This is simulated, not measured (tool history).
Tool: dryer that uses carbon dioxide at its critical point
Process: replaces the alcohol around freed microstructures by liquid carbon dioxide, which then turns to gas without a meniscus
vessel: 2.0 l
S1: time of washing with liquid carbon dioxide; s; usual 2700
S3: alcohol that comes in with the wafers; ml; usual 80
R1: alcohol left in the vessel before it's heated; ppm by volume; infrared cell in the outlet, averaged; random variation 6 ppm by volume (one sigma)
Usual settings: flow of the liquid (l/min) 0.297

Run 1, hour 0: usual settings. Result: R1 468 ppm by volume.
Run 2, hour 11.5: usual settings. Result: R1 482 ppm by volume.
Run 3, hour 29: usual settings. Result: R1 485 ppm by volume.
Run 4, hour 50.1: usual settings. Result: R1 511 ppm by volume.
Run 5, hour 68.1: usual settings but S3 25 ml. Result: R1 190 ppm by volume.
Run 6, hour 89.5: usual settings but S3 25 ml. Result: R1 197 ppm by volume.
Run 7, hour 101.1: usual settings but S3 25 ml. Result: R1 202 ppm by volume.
Run 8, hour 113.2: usual settings but S3 25 ml. Result: R1 200 ppm by volume.
Run 9, hour 131.4: usual settings. Result: R1 542 ppm by volume.
Run 10, hour 143.6: usual settings but flow of the liquid (l/min) 0.453. Result: R1 88 ppm by volume.
Run 11, hour 153.3: usual settings but S1 2640 s. Result: R1 600 ppm by volume.
Run 12, hour 171: usual settings but S1 2640 s. Result: R1 601 ppm by volume.
Run 13, hour 186.7: usual settings but S1 2640 s, flow of the liquid (l/min) 0.393. Result: R1 187 ppm by volume.
Run 14, hour 198: usual settings but S1 2640 s, flow of the liquid (l/min) 0.393. Result: R1 174 ppm by volume.
Run 15, hour 211.2: usual settings but S1 2640 s, flow of the liquid (l/min) 0.393. Result: R1 190 ppm by volume.
At hour 221.9: inlet filter changed.
Run 16, hour 232.3: usual settings but S1 3180 s, S3 89 ml. Result: R1 158 ppm by volume.
Run 17, hour 251.6: usual settings but S1 3180 s, flow of the liquid (l/min) 0.284, S3 91 ml. Result: R1 188 ppm by volume.
Run 18, hour 269.6: usual settings but S1 3180 s, flow of the liquid (l/min) 0.284, S3 37 ml. Result: R1 129 ppm by volume.
Run 19, hour 290.6: usual settings but flow of the liquid (l/min) 0.209, S3 60 ml. Result: R1 939 ppm by volume.
Run 20, hour 307.9: usual settings but flow of the liquid (l/min) 0.209, S3 60 ml. Result: R1 927 ppm by volume.
Run 21, hour 329.2: usual settings but flow of the liquid (l/min) 0.209, S3 60 ml. Result: R1 977 ppm by volume.
Run 22, hour 343.5: usual settings but S1 1740 s, flow of the liquid (l/min) 0.256, S3 34 ml. Result: R1 1109 ppm by volume.
Run 23, hour 359.7: usual settings but S1 3000 s, flow of the liquid (l/min) 0.462, S3 34 ml. Result: R1 71 ppm by volume.
Run 24, hour 378.8: usual settings but flow of the liquid (l/min) 0.455. Result: R1 95 ppm by volume.
Run 25, hour 394.1: usual settings but flow of the liquid (l/min) 0.455. Result: R1 87 ppm by volume.
Run 26, hour 405.1: usual settings but S1 3480 s, S3 23 ml. Result: R1 89 ppm by volume.
Run 27, hour 423.5: usual settings but S1 3480 s, S3 23 ml. Result: R1 88 ppm by volume.

Forecast each of these 4 alternatives for the next run:
Run A, hour 434.9: usual settings but S1 3480 s, flow of the liquid (l/min) 0.259, S3 23 ml. Result: R1 ?.
Run B, hour 434.9: usual settings but S1 2340 s, flow of the liquid (l/min) 0.278, S3 56 ml. Result: R1 ?.
Run C, hour 434.9: usual settings but S1 3480 s, flow of the liquid (l/min) 0.29, S3 94 ml. Result: R1 ?.
Run D, hour 434.9: usual settings but flow of the liquid (l/min) 0.274, S3 22 ml. Result: R1 ?.

run   R1
  A  121
  B  550
  C  161
  D  184
Without the tool's hidden state the same runs would have given:
run   R1
  A   40
  B  405
  C   70
  D   94
